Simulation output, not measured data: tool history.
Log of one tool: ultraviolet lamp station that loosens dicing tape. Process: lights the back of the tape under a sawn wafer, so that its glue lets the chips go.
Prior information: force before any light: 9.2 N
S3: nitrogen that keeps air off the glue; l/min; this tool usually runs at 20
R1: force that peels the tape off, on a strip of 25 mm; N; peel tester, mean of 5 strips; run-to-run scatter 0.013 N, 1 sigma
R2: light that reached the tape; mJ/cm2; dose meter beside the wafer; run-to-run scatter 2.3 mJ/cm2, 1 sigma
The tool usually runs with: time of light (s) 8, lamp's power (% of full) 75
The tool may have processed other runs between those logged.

Run 1, hour 0: usual settings. Result: R1 1.189 N, R2 184 mJ/cm2.
Run 2, hour 44.5: usual settings. Result: R1 1.246 N, R2 179 mJ/cm2.
At hour 70: window cleaned of glue's vapour.
Run 3, hour 102.6: usual settings. Result: R1 0.91 N, R2 213 mJ/cm2.
Run 4, hour 151.8: usual settings. Result: R1 0.989 N, R2 205 mJ/cm2.
Run 5, hour 178.8: usual settings. Result: R1 1.01 N, R2 201 mJ/cm2.
Run 6, hour 209.1: usual settings but time of light (s) 6. Result: R1 1.749 N, R2 151 mJ/cm2.
Run 7, hour 260.6: usual settings but lamp's power (% of full) 81. Result: R1 0.908 N, R2 206 mJ/cm2.
Run 8, hour 296.7: usual settings but time of light (s) 5. Result: R1 2.442 N, R2 116 mJ/cm2.
Run 9, hour 347.9: usual settings but time of light (s) 5. Result: R1 2.523 N, R2 117 mJ/cm2.
Run 10, hour 377.3: usual settings but time of light (s) 5. Result: R1 2.593 N, R2 116 mJ/cm2.
Run 11, hour 415.2: usual settings but time of light (s) 5. Result: R1 2.567 N, R2 114 mJ/cm2.
Run 12, hour 462.8: usual settings but time of light (s) 5. Result: R1 2.695 N, R2 110 mJ/cm2.
Run 13, hour 511.5: usual settings but time of light (s) 5. Result: R1 2.792 N, R2 109 mJ/cm2.
At hour 526.3: window cleaned of glue's vapour.
Run 14, hour 557.5: usual settings but time of light (s) 13, lamp's power (% of full) 66. Result: R1 0.446 N, R2 274 mJ/cm2.
Run 15, hour 584.1: usual settings but time of light (s) 5, lamp's power (% of full) 86, S3 40 l/min. Result: R1 1.404 N, R2 137 mJ/cm2.
Run 16, hour 614.5: usual settings but time of light (s) 11. Result: R1 0.533 N, R2 262 mJ/cm2.
Run 17, hour 658.9: usual settings but time of light (s) 6, S3 13 l/min. Result: R1 2.531 N, R2 141 mJ/cm2.
Run 18, hour 708: usual settings but time of light (s) 11, lamp's power (% of full) 94, S3 10 l/min. Result: R1 0.683 N, R2 314 mJ/cm2.
Run 19, hour 745.9: usual settings but time of light (s) 11, lamp's power (% of full) 66, S3 27 l/min. Result: R1 0.682 N, R2 216 mJ/cm2.
Run 20, hour 802: usual settings but time of light (s) 5, lamp's power (% of full) 63. Result: R1 3.232 N, R2 88 mJ/cm2.
Run 21, hour 840: usual settings but time of light (s) 5, lamp's power (% of full) 63. Result: R1 3.43 N, R2 87 mJ/cm2.
Run 22, hour 884.1: usual settings but time of light (s) 5, lamp's power (% of full) 77, S3 22 l/min. Result: R1 2.695 N, R2 105 mJ/cm2.
Run 23, hour 933.7: usual settings but time of light (s) 5, lamp's power (% of full) 66, S3 7 l/min. Result: R1 4.82 N, R2 90 mJ/cm2.
At hour 985: window cleaned of glue's vapour.
Run 24, hour 993.2: usual settings but time of light (s) 5, lamp's power (% of full) 84, S3 23 l/min. Result: R1 2.08 N, R2 126 mJ/cm2.

What if the next run were any one of these 5? Each begins from the tool's condition after run 24:
Run A, hour 1041.1: usual settings but time of light (s) 5, lamp's power (% of full) 99, S3 18 l/min. Result: R1 ?, R2 ?.
Run B, hour 1041.1: usual settings but S3 26 l/min. Result: R1 ?, R2 ?.
Run C, hour 1041.1: usual settings but time of light (s) 7, lamp's power (% of full) 87, S3 12 l/min. Result: R1 ?, R2 ?.
Run D, hour 1041.1: usual settings but lamp's power (% of full) 67. Result: R1 ?, R2 ?.
Run E, hour 1041.1: usual settings but time of light (s) 9, lamp's power (% of full) 62. Result: R1 ?, R2 ?.

run     R1   R2
  A  1.914  147
  B  1.097  175
  C  1.718  183
  D  1.579  157
  E  1.479  164
Take away the tool's hidden state, keep each run's random variation, and the runs would have read:
run     R1   R2
  A  1.049  204
  B  0.499  244
  C  0.912  253
  D  0.812  219
  E  0.733  229

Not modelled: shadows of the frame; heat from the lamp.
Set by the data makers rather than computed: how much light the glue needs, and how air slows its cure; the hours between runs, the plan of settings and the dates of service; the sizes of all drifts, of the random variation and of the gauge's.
